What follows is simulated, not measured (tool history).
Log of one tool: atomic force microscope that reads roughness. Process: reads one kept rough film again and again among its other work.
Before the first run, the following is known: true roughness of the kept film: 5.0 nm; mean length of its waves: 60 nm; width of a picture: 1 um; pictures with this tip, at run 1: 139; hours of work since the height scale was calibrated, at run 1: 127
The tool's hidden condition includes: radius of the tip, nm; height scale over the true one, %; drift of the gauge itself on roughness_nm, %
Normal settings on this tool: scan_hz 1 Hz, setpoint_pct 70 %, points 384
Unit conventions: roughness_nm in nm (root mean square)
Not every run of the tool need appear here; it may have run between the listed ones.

run	hour	scan_hz	setpoint_pct	points	pictures with this tip	hours of work since the height scale was calibrated	roughness_nm
1	0	1	70	384	139	127	4.555
2	11.7	1	70	384	148	133	4.573
3	24.4	1	70	384	157	139	4.508
4	34.8	1	71	384	165	143	4.526
5	46.4	1	71	384	174	149	4.495
# hour 49.6: new tip fitted
6	55.1	1	70	384	4	153	4.723
7	61.2	1	70	384	8	156	4.694
# hour 63.3: height scale calibrated on a step standard
8	75	1	70	384	18	5	4.68
9	81.4	1	70	274	22	8	4.681
10	88.9	3.28	70	593	28	12	4.426
# hour 95.6: height scale calibrated on a step standard, once more
11	97.1	0.58	82	593	33	1	4.673
12	105.8	1.07	60	279	40	5	4.736
13	112.6	1.07	60	279	45	8	4.703

Run 14 comes next. What will it give?
14	121.6	1.07	60	279	51	12	?

roughness_nm: 4.696 nm (root mean square)
The same run, on a tool lacking any hidden state, would have yielded roughness_nm 4.765 nm (root mean square).

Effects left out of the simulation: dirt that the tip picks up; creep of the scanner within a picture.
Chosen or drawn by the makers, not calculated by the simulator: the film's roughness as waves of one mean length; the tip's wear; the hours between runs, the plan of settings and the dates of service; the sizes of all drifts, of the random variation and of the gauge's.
